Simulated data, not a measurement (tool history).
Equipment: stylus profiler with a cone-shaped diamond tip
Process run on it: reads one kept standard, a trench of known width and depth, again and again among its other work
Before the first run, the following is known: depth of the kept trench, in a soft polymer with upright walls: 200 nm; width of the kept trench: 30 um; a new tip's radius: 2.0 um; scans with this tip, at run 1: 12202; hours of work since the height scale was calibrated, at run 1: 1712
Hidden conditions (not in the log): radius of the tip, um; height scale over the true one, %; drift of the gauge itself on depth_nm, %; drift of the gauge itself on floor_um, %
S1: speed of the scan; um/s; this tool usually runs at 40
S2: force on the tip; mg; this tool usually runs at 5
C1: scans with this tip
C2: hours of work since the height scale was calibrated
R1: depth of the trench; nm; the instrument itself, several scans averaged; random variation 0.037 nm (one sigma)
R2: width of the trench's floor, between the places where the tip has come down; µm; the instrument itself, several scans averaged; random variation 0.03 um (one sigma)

| run | hour | S1 | S2 | C1 | C2 | R1 | R2 |
|---|---|---|---|---|---|---|---|
| 1 | 0 | 40 | 5 | 12202 | 1712 | 204.59 | 27.73 |
| 2 | 59.2 | 40 | 6 | 12445 | 1746 | 205.19 | 27.77 |
|  | 89.3 | height scale calibrated on a step standard |
| 3 | 139.7 | 80 | 5 | 12772 | 29 | 204.46 | 27.51 |
| 4 | 193.1 | 40 | 5 | 12991 | 60 | 204.42 | 27.68 |
| 5 | 276.1 | 49 | 5 | 13331 | 107 | 204.43 | 27.62 |
| 6 | 325.6 | 49 | 5 | 13534 | 136 | 204.39 | 27.7 |
| 7 | 417.9 | 40 | 5 | 13912 | 189 | 204.4 | 27.66 |
| 8 | 515.3 | 40 | 5 | 14311 | 245 | 204.31 | 27.72 |
|  | 612.9 | height scale calibrated on a step standard, once more |
| 9 | 622.6 | 40 | 5 | 14749 | 6 | 204.81 | 27.64 |
| 10 | 686 | 40 | 5 | 15009 | 42 | 204.86 | 27.63 |
| 11 | 731.4 | 40 | 5 | 15195 | 68 | 204.81 | 27.68 |
| 12 | 787.7 | 40 | 5 | 15425 | 100 | 204.9 | 27.64 |
| 13 | 879.5 | 87 | 2.58 | 15802 | 153 | 203.02 | 27.34 |
| 14 | 963.8 | 15 | 5.55 | 16147 | 202 | 205.19 | 27.78 |
| 15 | 1015.1 | 15 | 5.55 | 16357 | 231 | 205.16 | 27.7 |
| 16 | 1109.9 | 60 | 8.01 | 16746 | 286 | 206.66 | 27.6 |
| 17 | 1159.6 | 60 | 8.01 | 16949 | 314 | 206.58 | 27.58 |
| 18 | 1220.3 | 60 | 8.01 | 17198 | 349 | 206.57 | 27.55 |
| 19 | 1320.1 | 54 | 7.94 | 17607 | 406 | 206.54 | 27.61 |
| 20 | 1409.9 | 10 | 6.25 | 17975 | 458 | 205.51 | 27.72 |
| 21 | 1511.1 | 10 | 6.25 | 18389 | 516 | 205.51 | 27.75 |
| 22 | 1570.1 | 138 | 4.92 | 18631 | 550 | 204.62 | 27.16 |
| 23 | 1668.9 | 40 | 3.47 | 19036 | 607 | 203.58 | 27.54 |
| 24 | 1762.1 | 24 | 3.82 | 19418 | 660 | 203.88 | 27.59 |

Measured minus without-hidden-state, run by run (identical run-to-run variation in each term; gauge scatter may differ):
| run | R1 | R2 |
|---|---|---|
| 1 | -0.45 | -0.37 |
| 2 | -0.46 | -0.38 |
| 3 | -0.62 | -0.39 |
| 4 | -0.62 | -0.39 |
| 5 | -0.63 | -0.4 |
| 6 | -0.65 | -0.41 |
| 7 | -0.66 | -0.42 |
| 8 | -0.68 | -0.43 |
| 9 | -0.2 | -0.43 |
| 10 | -0.21 | -0.45 |
| 11 | -0.22 | -0.45 |
| 12 | -0.23 | -0.46 |
| 13 | -0.24 | -0.46 |
| 14 | -0.26 | -0.47 |
| 15 | -0.27 | -0.48 |
| 16 | -0.28 | -0.49 |
| 17 | -0.3 | -0.5 |
| 18 | -0.3 | -0.5 |
| 19 | -0.32 | -0.51 |
| 20 | -0.33 | -0.51 |
| 21 | -0.35 | -0.52 |
| 22 | -0.36 | -0.53 |
| 23 | -0.37 | -0.54 |
| 24 | -0.39 | -0.55 |
